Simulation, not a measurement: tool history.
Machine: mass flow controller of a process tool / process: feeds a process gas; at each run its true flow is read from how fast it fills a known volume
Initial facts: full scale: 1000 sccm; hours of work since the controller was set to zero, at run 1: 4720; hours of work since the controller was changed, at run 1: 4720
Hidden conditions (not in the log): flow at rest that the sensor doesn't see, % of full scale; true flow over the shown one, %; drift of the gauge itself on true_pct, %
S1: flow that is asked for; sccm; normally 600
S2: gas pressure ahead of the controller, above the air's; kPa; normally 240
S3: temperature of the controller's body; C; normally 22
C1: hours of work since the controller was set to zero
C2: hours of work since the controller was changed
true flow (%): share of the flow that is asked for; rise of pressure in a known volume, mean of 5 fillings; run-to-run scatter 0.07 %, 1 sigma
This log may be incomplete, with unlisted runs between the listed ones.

run 1 hour=0.0 | S1=600 S2=240 S3=22 | C1=4720 C2=4720 | true_flow_(%)=101.52
run 2 hour=141.0 | S1=600 S2=240 S3=22 | C1=4799 C2=4799 | true_flow_(%)=101.47
run 3 hour=338.8 | S1=600 S2=240 S3=22 | C1=4909 C2=4909 | true_flow_(%)=101.58
run 4 hour=489.4 | S1=600 S2=240 S3=22 | C1=4993 C2=4993 | true_flow_(%)=101.68
run 5 hour=609.1 | S1=600 S2=178 S3=22 | C1=5060 C2=5060 | true_flow_(%)=102.07
run 6 hour=793.6 | S1=600 S2=178 S3=22 | C1=5163 C2=5163 | true_flow_(%)=101.98
run 7 hour=945.2 | S1=600 S2=178 S3=22 | C1=5247 C2=5247 | true_flow_(%)=102.06
run 8 hour=1199.1 | S1=600 S2=178 S3=22 | C1=5389 C2=5389 | true_flow_(%)=102.14
run 9 hour=1332.4 | S1=600 S2=178 S3=22 | C1=5463 C2=5463 | true_flow_(%)=102.29
-- hour=1429.4 controller's zero set anew
run 10 hour=1458.3 | S1=600 S2=178 S3=22 | C1=16 C2=5533 | true_flow_(%)=101.70
-- hour=1560.3 controller exchanged for a calibrated one
run 11 hour=1688.5 | S1=600 S2=240 S3=27 | C1=71 C2=71 | true_flow_(%)=98.40
run 12 hour=1796.9 | S1=600 S2=240 S3=27 | C1=132 C2=132 | true_flow_(%)=98.50
run 13 hour=2039.1 | S1=600 S2=240 S3=27 | C1=267 C2=267 | true_flow_(%)=98.62
run 14 hour=2232.3 | S1=600 S2=240 S3=27 | C1=375 C2=375 | true_flow_(%)=98.66
run 15 hour=2397.1 | S1=600 S2=240 S3=22 | C1=467 C2=467 | true_flow_(%)=98.46
run 16 hour=2563.8 | S1=600 S2=257 S3=22 | C1=560 C2=560 | true_flow_(%)=98.42
run 17 hour=2740.2 | S1=600 S2=257 S3=22 | C1=658 C2=658 | true_flow_(%)=98.63
run 18 hour=2934.3 | S1=600 S2=257 S3=22 | C1=766 C2=766 | true_flow_(%)=98.48
run 19 hour=3161.2 | S1=600 S2=258 S3=22 | C1=893 C2=893 | true_flow_(%)=98.66
run 20 hour=3405.2 | S1=600 S2=240 S3=22 | C1=1029 C2=1029 | true_flow_(%)=98.88
run 21 hour=3575.3 | S1=187 S2=240 S3=22 | C1=1124 C2=1124 | true_flow_(%)=97.91
run 22 hour=3681.5 | S1=600 S2=240 S3=22 | C1=1183 C2=1183 | true_flow_(%)=98.90
run 23 hour=3918.2 | S1=600 S2=240 S3=22 | C1=1315 C2=1315 | true_flow_(%)=99.01
run 24 hour=4021.4 | S1=600 S2=240 S3=22 | C1=1373 C2=1373 | true_flow_(%)=99.15
run 25 hour=4235.7 | S1=337 S2=240 S3=22 | C1=1492 C2=1492 | true_flow_(%)=98.46
run 26 hour=4419.0 | S1=337 S2=240 S3=22 | C1=1595 C2=1595 | true_flow_(%)=98.53
run 27 hour=4637.9 | S1=373 S2=167 S3=23 | C1=1717 C2=1717 | true_flow_(%)=99.16
run 28 hour=4815.7 | S1=677 S2=166 S3=33 | C1=1816 C2=1816 | true_flow_(%)=100.54
run 29 hour=4951.3 | S1=321 S2=192 S3=27 | C1=1891 C2=1891 | true_flow_(%)=99.23
run 30 hour=5154.6 | S1=321 S2=192 S3=27 | C1=2005 C2=2005 | true_flow_(%)=99.28
run 31 hour=5269.3 | S1=321 S2=192 S3=27 | C1=2069 C2=2069 | true_flow_(%)=99.46
run 32 hour=5430.4 | S1=321 S2=192 S3=27 | C1=2159 C2=2159 | true_flow_(%)=99.49

Run 33 has not been measured yet. What should we expect?
run 33 hour=5633.8 | S1=152 S2=231 S3=22 | C1=2272 C2=2272 | true_flow_(%)=?

true flow (%): 99.02
Had the tool carried no hidden state, the very same run would have given true flow (%) 96.73.

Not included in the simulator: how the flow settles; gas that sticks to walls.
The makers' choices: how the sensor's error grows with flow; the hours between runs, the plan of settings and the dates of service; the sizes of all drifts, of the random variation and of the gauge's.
